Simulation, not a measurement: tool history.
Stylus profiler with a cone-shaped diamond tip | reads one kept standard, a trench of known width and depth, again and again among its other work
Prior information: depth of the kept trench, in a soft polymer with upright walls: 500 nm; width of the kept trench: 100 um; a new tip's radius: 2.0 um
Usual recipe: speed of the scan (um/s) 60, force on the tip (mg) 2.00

run,hour,speed of the scan (um/s),force on the tip (mg),depth of the trench (Å),width of the trench's floor (nm)
1,0.0,60,2.00,5039.4,96880
2,13.1,60,3.89,5065.7,96960
3,22.4,60,3.89,5060.9,96970
4,35.4,60,3.89,5061.2,96990
5,44.9,35,2.00,5040.7,97010
6,62.0,35,2.00,5037.0,97000
7,75.8,35,2.00,5038.0,97040
8,84.6,35,2.00,5037.0,96970
9,96.5,35,2.00,5038.8,97020
10,114.8,60,2.00,5039.7,96810
11,124.4,60,2.00,5040.7,96840
12,138.0,60,2.00,5039.9,96870
13,146.6,60,2.00,5039.8,96920
14,163.5,60,2.00,5039.0,96820
15,174.2,60,2.00,5038.1,96830
16,186.0,60,2.00,5037.3,96870
17,196.5,98,2.00,5036.7,96610
18,215.1,207,2.00,5038.0,95830
19,225.0,60,5.58,5077.1,96970
20,233.2,60,5.58,5079.1,97000
21,242.8,60,5.58,5081.2,97050
22,253.9,60,2.00,5035.0,96850
23,267.6,60,2.00,5036.1,96880
24,277.6,60,2.00,5037.5,96850
25,288.7,98,1.03,5019.6,96330
26,304.3,16,3.49,5056.5,97120
27,312.2,92,1.78,5032.2,96610
28,329.9,74,2.92,5047.1,96800
29,348.5,74,1.57,5030.7,96670
30,357.3,74,1.57,5029.2,96670
31,365.1,74,1.57,5028.2,96630
32,376.4,34,1.49,5031.5,96930
33,390.4,34,1.49,5028.5,96910
34,402.1,34,1.49,5028.1,96900
35,419.0,76,2.00,5036.8,96700
36,429.1,31,2.56,5045.2,97030
37,439.0,213,1.58,5030.6,95660
38,453.4,213,1.58,5031.5,95690
39,470.7,36,1.58,5028.5,96930
40,483.0,36,1.58,5029.5,96950
41,499.8,77,2.01,5035.1,96660
42,509.7,16,1.22,5024.7,97130
43,521.0,16,1.22,5021.1,96990
44,530.9,16,1.22,5023.1,97030
45,540.5,29,2.00,5033.5,96980
46,552.7,29,2.00,5035.3,96980

Selected run-to-run steps in depth of the trench (Å), each split into two signed amounts: the part the tool would show with no hidden state at all (from settings, incoming material and random variation), and the remainder, which goes to the hidden state together with any gauge scatter not common to the measured and the hidden-state-free results:
The tool's hidden condition here consists of: radius of the tip, um; height scale over the true one, %; drift of the gauge itself on depth_nm, %; drift of the gauge itself on floor_um, %.
Run 1 -> 2: force on the tip (mg) 2.00 -> 3.89. depth of the trench (Å) +26.3: hidden state -0.2, all else +26.5.
Run 8 -> 9: settings left as they were, no log entry in between. depth of the trench (Å) +1.8: hidden state -0.2, all else +2.0.
Run 13 -> 14: settings left as they were, no log entry in between. depth of the trench (Å) -0.8: hidden state -0.2, all else -0.6.
Run 18 -> 19: speed of the scan (um/s) 207 -> 60, force on the tip (mg) 2.00 -> 5.58. depth of the trench (Å) +39.1: hidden state -0.1, all else +39.2.
Run 21 -> 22: force on the tip (mg) 5.58 -> 2.00. depth of the trench (Å) -46.2: hidden state +0.0, all else -46.2.
Run 25 -> 26: speed of the scan (um/s) 98 -> 16, force on the tip (mg) 1.03 -> 3.49. depth of the trench (Å) +36.9: hidden state -0.1, all else +37.0.

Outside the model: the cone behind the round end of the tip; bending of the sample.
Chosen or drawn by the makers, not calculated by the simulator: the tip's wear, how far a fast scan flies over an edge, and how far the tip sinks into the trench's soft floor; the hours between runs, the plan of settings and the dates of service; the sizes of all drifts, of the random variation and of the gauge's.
